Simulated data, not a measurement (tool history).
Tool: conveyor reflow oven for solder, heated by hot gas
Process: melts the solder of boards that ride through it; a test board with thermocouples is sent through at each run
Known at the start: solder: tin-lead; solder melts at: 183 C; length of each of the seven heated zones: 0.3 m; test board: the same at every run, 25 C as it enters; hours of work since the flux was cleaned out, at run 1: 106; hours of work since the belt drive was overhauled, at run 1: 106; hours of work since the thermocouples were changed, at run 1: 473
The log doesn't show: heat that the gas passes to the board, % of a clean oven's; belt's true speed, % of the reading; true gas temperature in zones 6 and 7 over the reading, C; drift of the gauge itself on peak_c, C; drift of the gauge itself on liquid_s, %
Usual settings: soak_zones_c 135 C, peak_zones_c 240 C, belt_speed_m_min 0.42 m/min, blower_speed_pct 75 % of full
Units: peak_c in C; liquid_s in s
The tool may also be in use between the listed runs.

| run | hour | soak_zones_c | peak_zones_c | belt_speed_m_min | blower_speed_pct | hours of work since the flux was cleaned out | hours of work since the belt drive was overhauled | hours of work since the thermocouples were changed | peak_c | liquid_s |
|---|---|---|---|---|---|---|---|---|---|---|
| 1 | 0 | 135 | 240 | 0.42 | 75 | 106 | 106 | 473 | 221.3 | 66.1 |
| 2 | 5.8 | 135 | 240 | 0.42 | 75 | 109 | 109 | 476 | 221.1 | 65.9 |
| 3 | 18.8 | 135 | 240 | 0.493 | 75 | 116 | 116 | 483 | 214.9 | 50.3 |
| 4 | 25 | 135 | 240 | 0.493 | 75 | 120 | 120 | 487 | 214.7 | 50.5 |
| 5 | 31.6 | 135 | 240 | 0.493 | 75 | 123 | 123 | 490 | 214.7 | 50.2 |
| 6 | 43.7 | 135 | 240 | 0.493 | 75 | 130 | 130 | 497 | 214.5 | 50.2 |
| 7 | 55 | 147 | 240 | 0.493 | 75 | 136 | 136 | 503 | 217.3 | 57 |
| 8 | 65.3 | 147 | 240 | 0.493 | 75 | 142 | 142 | 509 | 217.4 | 57.3 |
| 9 | 74.3 | 135 | 240 | 0.42 | 75 | 147 | 147 | 514 | 220.9 | 65.8 |
| 10 | 85.9 | 135 | 240 | 0.42 | 75 | 153 | 153 | 520 | 220.7 | 65.6 |
| 11 | 99.6 | 135 | 240 | 0.42 | 75 | 161 | 161 | 528 | 220.7 | 65.8 |
| 12 | 105.6 | 135 | 240 | 0.42 | 54 | 164 | 164 | 531 | 214.5 | 58.5 |
| 13 | 115.8 | 135 | 240 | 0.42 | 75 | 170 | 170 | 537 | 220.6 | 66 |
| 14 | 122.2 | 135 | 240 | 0.42 | 75 | 173 | 173 | 540 | 220.6 | 65.7 |
| 15 | 132.5 | 148 | 240 | 0.42 | 75 | 179 | 179 | 546 | 223.1 | 73.1 |
| 16 | 140.8 | 135 | 240 | 0.42 | 75 | 183 | 183 | 550 | 220.5 | 65.2 |
| 17 | 148.2 | 135 | 235 | 0.42 | 75 | 187 | 187 | 554 | 216.3 | 61.9 |
| 18 | 156.3 | 135 | 235 | 0.42 | 79 | 192 | 192 | 559 | 217.4 | 62.8 |
| 19 | 162.1 | 135 | 232 | 0.416 | 88 | 195 | 195 | 562 | 217 | 63.6 |
| 20 | 173.8 | 133 | 240 | 0.42 | 65 | 201 | 201 | 568 | 217.1 | 61.9 |
| 21 | 184.8 | 133 | 240 | 0.42 | 65 | 208 | 208 | 575 | 217.2 | 61.6 |
| 22 | 190.5 | 133 | 240 | 0.42 | 65 | 211 | 211 | 578 | 217.1 | 61.4 |
| 23 | 198.2 | 133 | 240 | 0.441 | 87 | 215 | 215 | 582 | 220.8 | 62 |
| 24 | 206.9 | 145 | 254 | 0.42 | 74 | 220 | 220 | 587 | 233.9 | 79 |
| 25 | 217.9 | 145 | 243 | 0.42 | 75 | 226 | 226 | 593 | 224.7 | 73 |
| 26 | 231.3 | 130 | 230 | 0.349 | 84 | 233 | 233 | 600 | 218.3 | 77 |
| 27 | 243.6 | 132 | 240 | 0.422 | 57 | 240 | 240 | 607 | 214.1 | 57.1 |
| 28 | 253.7 | 125 | 240 | 0.42 | 52 | 245 | 245 | 612 | 210.5 | 51.1 |
| 29 | 259.6 | 134 | 245 | 0.402 | 68 | 249 | 249 | 616 | 224 | 70.9 |
| 30 | 272.2 | 134 | 245 | 0.402 | 68 | 256 | 256 | 623 | 223.9 | 71.2 |
| 31 | 279.1 | 134 | 245 | 0.402 | 75 | 259 | 259 | 626 | 225.6 | 72.5 |

Forecast each of these 4 alternatives for the next run:
| A | 291.9 | 134 | 245 | 0.402 | 57 | 266 | 266 | 633 | ? | ? |
| B | 291.9 | 134 | 239 | 0.342 | 75 | 266 | 266 | 633 | ? | ? |
| C | 291.9 | 135 | 240 | 0.42 | 62 | 266 | 266 | 633 | ? | ? |
| D | 291.9 | 134 | 250 | 0.43 | 75 | 266 | 266 | 633 | ? | ? |

| run | peak_c | liquid_s |
|---|---|---|
| A | 220.3 | 67.8 |
| B | 225.9 | 86.5 |
| C | 216.4 | 61.1 |
| D | 227 | 68.7 |
Without the tool's hidden state the same runs would have given:
| run | peak_c | liquid_s |
|---|---|---|
| A | 221.1 | 68.4 |
| B | 226.4 | 86.6 |
| C | 217.4 | 62 |
| D | 228.4 | 69.2 |
